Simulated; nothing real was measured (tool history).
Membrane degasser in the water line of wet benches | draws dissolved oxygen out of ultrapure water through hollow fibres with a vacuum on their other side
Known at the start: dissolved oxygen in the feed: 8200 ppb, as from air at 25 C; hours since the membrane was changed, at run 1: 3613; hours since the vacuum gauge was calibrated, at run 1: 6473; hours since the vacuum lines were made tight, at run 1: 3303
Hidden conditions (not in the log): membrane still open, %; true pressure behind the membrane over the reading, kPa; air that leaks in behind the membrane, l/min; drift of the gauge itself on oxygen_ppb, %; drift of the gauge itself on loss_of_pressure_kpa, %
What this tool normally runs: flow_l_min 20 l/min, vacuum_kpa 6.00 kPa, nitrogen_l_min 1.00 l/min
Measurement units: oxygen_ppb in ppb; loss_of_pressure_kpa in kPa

run,day,flow_l_min,vacuum_kpa,nitrogen_l_min,hours since the membrane was changed,hours since the vacuum gauge was calibrated,hours since the vacuum lines were made tight,oxygen_ppb,loss_of_pressure_kpa
1,0.000,20,6.00,1.00,3613,6473,3303,147.0,64.86
2,2.558,20,6.00,1.00,3674,6534,3365,145.1,64.68
3,7.275,20,6.00,1.00,3787,6647,3478,149.7,64.80
4,9.988,20,6.00,1.00,3853,6712,3543,148.9,64.57
5,14.275,20,12.48,1.00,3956,6815,3646,422.3,64.48
6,18.008,20,6.00,0.87,4045,6905,3735,167.2,64.79
7,22.188,20,6.70,1.17,4145,7005,3836,159.3,64.74
8,26.525,20,5.18,2.97,4250,7109,3940,45.2,65.08

The next listed run, before its measurement:
9,28.717,20,8.79,2.97,4302,7162,3992,?,?

{"run 9": {"oxygen_ppb": 106.4, "loss_of_pressure_kpa": 65.02}}
Were there no unlogged condition in the tool, this run, its random variation unchanged, would have produced oxygen_ppb 96.3 ppb, loss_of_pressure_kpa 63.06 kPa.
